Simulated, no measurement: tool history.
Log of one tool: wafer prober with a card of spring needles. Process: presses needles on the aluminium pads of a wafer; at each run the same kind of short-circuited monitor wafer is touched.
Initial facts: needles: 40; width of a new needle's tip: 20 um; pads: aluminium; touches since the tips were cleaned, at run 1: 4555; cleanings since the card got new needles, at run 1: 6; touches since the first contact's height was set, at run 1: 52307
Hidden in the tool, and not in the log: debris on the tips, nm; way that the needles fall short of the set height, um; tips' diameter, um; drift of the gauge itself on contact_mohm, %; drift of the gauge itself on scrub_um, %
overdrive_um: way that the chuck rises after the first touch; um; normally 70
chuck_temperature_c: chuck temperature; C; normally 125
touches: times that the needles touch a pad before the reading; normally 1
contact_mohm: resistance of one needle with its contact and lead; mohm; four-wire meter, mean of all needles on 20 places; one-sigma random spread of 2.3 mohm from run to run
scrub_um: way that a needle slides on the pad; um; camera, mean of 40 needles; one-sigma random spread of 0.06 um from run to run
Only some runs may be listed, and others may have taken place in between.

run	hour	overdrive_um	chuck_temperature_c	touches	touches since the tips were cleaned	cleanings since the card got new needles	touches since the first contact's height was set	contact_mohm	scrub_um
1	0.0	70	125	1	4555	6	52307	432	17.33
# hour 5.2: tips cleaned on abrasive film
# hour 20.5: tips cleaned on abrasive film
2	20.5	70	125	1	0	8	63179	287	17.30
# hour 35.1: tips cleaned on abrasive film
# hour 50.7: tips cleaned on abrasive film
3	51.1	70	125	1	197	10	79477	298	17.17
# hour 64.5: tips cleaned on abrasive film
4	65.1	70	125	1	345	11	86976	298	17.26
# hour 77.8: tips cleaned on abrasive film
5	83.5	70	125	1	3074	12	96762	422	17.13
# hour 92.1: tips cleaned on abrasive film
# hour 107.0: tips cleaned on abrasive film
6	112.0	70	125	1	2659	14	111955	418	17.18
# hour 121.2: tips cleaned on abrasive film
# hour 134.4: tips cleaned on abrasive film
7	142.5	70	125	1	4357	16	128217	448	17.16
# hour 148.3: tips cleaned on abrasive film
# hour 161.5: tips cleaned on abrasive film
8	166.6	70	125	1	2748	18	141029	407	17.04
# hour 175.9: tips cleaned on abrasive film
9	186.1	70	125	1	5462	19	151420	474	17.10
# hour 190.0: tips cleaned on abrasive film
# hour 204.1: tips cleaned on abrasive film
10	207.9	63	125	1	2020	21	163006	400	15.30
# hour 217.7: tips cleaned on abrasive film
# hour 232.2: tips cleaned on abrasive film
11	237.0	72	125	1	2560	23	178520	412	17.39
# hour 246.2: tips cleaned on abrasive film
# hour 255.3: height of the first contact set anew
# hour 259.5: tips cleaned on abrasive film
12	266.4	72	125	1	3685	25	5871	418	18.01
# hour 274.6: tips cleaned on abrasive film
13	284.7	72	125	1	5430	26	15637	457	17.92
# hour 289.7: tips cleaned on abrasive film
14	300.1	70	125	1	5586	27	23882	483	17.31
# hour 304.4: tips cleaned on abrasive film
# hour 319.5: tips cleaned on abrasive film
15	320.1	70	125	2	362	29	34504	292	17.33
# hour 333.9: tips cleaned on abrasive film
16	333.9	70	125	1	0	30	41849	277	17.25
# hour 347.6: tips cleaned on abrasive film
17	347.7	70	125	1	32	31	49158	275	17.35
# hour 360.9: tips cleaned on abrasive film
18	370.3	70	125	1	5060	32	61259	465	17.29
# hour 376.0: tips cleaned on abrasive film
19	386.0	87	125	2	5341	33	69608	341	21.46
# hour 389.6: tips cleaned on abrasive film
# hour 404.9: tips cleaned on abrasive film
20	410.5	70	113	1	2964	35	82618	404	17.25
# hour 419.5: tips cleaned on abrasive film
21	425.9	70	113	1	3405	36	90845	443	17.20
# hour 433.2: tips cleaned on abrasive film
22	440.0	70	113	1	3629	37	98340	459	17.13
# hour 447.8: tips cleaned on abrasive film
# hour 462.3: tips cleaned on abrasive film
23	463.8	61	31	1	801	39	111032	356	14.78
# hour 475.5: tips cleaned on abrasive film
# hour 488.8: tips cleaned on abrasive film
24	493.8	61	31	1	2666	41	126991	446	14.82
# hour 502.0: tips cleaned on abrasive film
# hour 515.4: tips cleaned on abrasive film
25	516.4	61	31	1	549	43	139031	327	14.93
# hour 529.2: tips cleaned on abrasive film
26	538.8	87	63	3	5183	44	150989	295	21.35
# hour 543.4: tips cleaned on abrasive film
27	552.4	72	33	2	4814	45	158205	384	17.51
# hour 558.0: tips cleaned on abrasive film
28	566.4	80	123	1	4515	46	165656	424	19.46
# hour 573.1: tips cleaned on abrasive film
# hour 586.9: tips cleaned on abrasive film
29	595.1	69	123	2	4414	48	180974	397	16.65
# hour 601.2: tips cleaned on abrasive film
# hour 606.6: height of the first contact set anew
# hour 615.1: tips cleaned on abrasive film
30	619.5	70	40	1	2340	50	6860	403	17.41
# hour 628.3: tips cleaned on abrasive film
31	637.8	88	125	1	5110	51	16647	406	21.81
# hour 643.1: tips cleaned on abrasive film
# hour 656.7: tips cleaned on abrasive film
32	657.5	58	125	2	424	53	27105	306	14.56

Predict each of these 3 candidate next runs independently; none follows another, all start after run 32:
# hour 669.8: tips cleaned on abrasive film
A	676.8	58	29	2	3759	54	37390	?	?
# hour 669.8: tips cleaned on abrasive film
B	676.8	70	125	1	3759	54	37390	?	?
# hour 669.8: tips cleaned on abrasive film
C	676.8	77	83	2	3759	54	37390	?	?

run	contact_mohm	scrub_um
A	454	14.34
B	469	17.36
C	360	19.05
With no hidden state in the tool, these same runs would have given:
run	contact_mohm	scrub_um
A	238	14.44
B	254	17.46
C	243	19.15
